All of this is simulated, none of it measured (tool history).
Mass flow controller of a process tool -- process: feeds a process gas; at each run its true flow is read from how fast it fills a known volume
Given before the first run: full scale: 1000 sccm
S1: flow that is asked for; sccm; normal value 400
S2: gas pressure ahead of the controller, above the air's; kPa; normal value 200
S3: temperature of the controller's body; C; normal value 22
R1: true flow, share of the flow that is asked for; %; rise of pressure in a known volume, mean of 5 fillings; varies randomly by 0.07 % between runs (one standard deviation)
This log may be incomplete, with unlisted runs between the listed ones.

Run 1, hour 0: usual settings. Result: R1 98.99 %.
Run 2, hour 107.1: usual settings but S2 263 kPa. Result: R1 98.45 %.
Run 3, hour 156.3: usual settings but S2 263 kPa. Result: R1 98.6 %.
Run 4, hour 231.9: usual settings but S2 263 kPa. Result: R1 98.6 %.
Run 5, hour 286.1: usual settings but S2 263 kPa. Result: R1 98.5 %.
Run 6, hour 344.6: usual settings but S2 263 kPa. Result: R1 98.55 %.
Run 7, hour 440.2: usual settings but S2 263 kPa. Result: R1 98.51 %.
Run 8, hour 490.6: usual settings. Result: R1 99.06 %.
Run 9, hour 583.8: usual settings. Result: R1 99.08 %.
Run 10, hour 655.1: usual settings. Result: R1 99.02 %.
Run 11, hour 701.5: usual settings. Result: R1 99.12 %.
Run 12, hour 783.8: usual settings. Result: R1 99.1 %.
At hour 792.5: controller's zero set anew.
Run 13, hour 872.5: usual settings but S1 537 sccm. Result: R1 99.22 %.
Run 14, hour 976.8: usual settings but S1 537 sccm. Result: R1 99.36 %.
Run 15, hour 1063.4: usual settings but S1 520 sccm, S2 243 kPa, S3 24 C. Result: R1 98.81 %.
Run 16, hour 1176.9: usual settings but S1 956 sccm, S2 208 kPa. Result: R1 100.45 %.
Run 17, hour 1237.8: usual settings but S1 956 sccm, S2 208 kPa. Result: R1 100.45 %.
Run 18, hour 1325.9: usual settings but S1 956 sccm, S2 208 kPa. Result: R1 100.6 %.
Run 19, hour 1385.8: usual settings but S1 563 sccm, S2 208 kPa, S3 25 C. Result: R1 99.25 %.
At hour 1440.6: controller's zero set anew, once more.
Run 20, hour 1440.6: usual settings but S2 266 kPa, S3 23 C. Result: R1 99.13 %.
Run 21, hour 1498.1: usual settings but S1 308 sccm, S2 245 kPa, S3 36 C. Result: R1 97.82 %.
Run 22, hour 1598.1: usual settings but S1 308 sccm, S2 245 kPa, S3 36 C. Result: R1 97.84 %.
Run 23, hour 1665.2: usual settings but S1 271 sccm, S2 182 kPa, S3 20 C. Result: R1 99.61 %.
Run 24, hour 1761.8: usual settings but S1 984 sccm, S2 203 kPa, S3 26 C. Result: R1 100.71 %.
Run 25, hour 1810.5: usual settings but S1 984 sccm, S2 203 kPa, S3 26 C. Result: R1 100.67 %.
Run 26, hour 1900.4: usual settings but S1 984 sccm, S2 203 kPa, S3 38 C. Result: R1 99.68 %.
Run 27, hour 1970.1: usual settings but S1 984 sccm, S2 203 kPa, S3 38 C. Result: R1 99.78 %.
Run 28, hour 2030.6: usual settings but S1 623 sccm, S2 231 kPa, S3 31 C. Result: R1 99.31 %.

For each run, the measured value with the value that run would have given without the tool's hidden condition subtracted. The run-to-run variation is shared by both, the gauge scatter possibly not:
Hidden conditions of the tool in this case: flow at rest that the sensor doesn't see, % of full scale; true flow over the shown one, %; drift of the gauge itself on true_pct, %.
run     R1
  1  +0.09
  2   +0.1
  3  +0.11
  4  +0.11
  5  +0.12
  6  +0.13
  7  +0.13
  8  +0.14
  9  +0.15
 10  +0.16
 11  +0.16
 12  +0.17
 13  +0.12
 14  +0.14
 15  +0.13
 16  +0.43
 17  +0.44
 18  +0.46
 19  +0.22
 20  +0.71
 21  +0.68
 22  +0.68
 23  +0.66
 24  +0.84
 25  +0.84
 26  +0.86
 27  +0.87
 28  +0.83
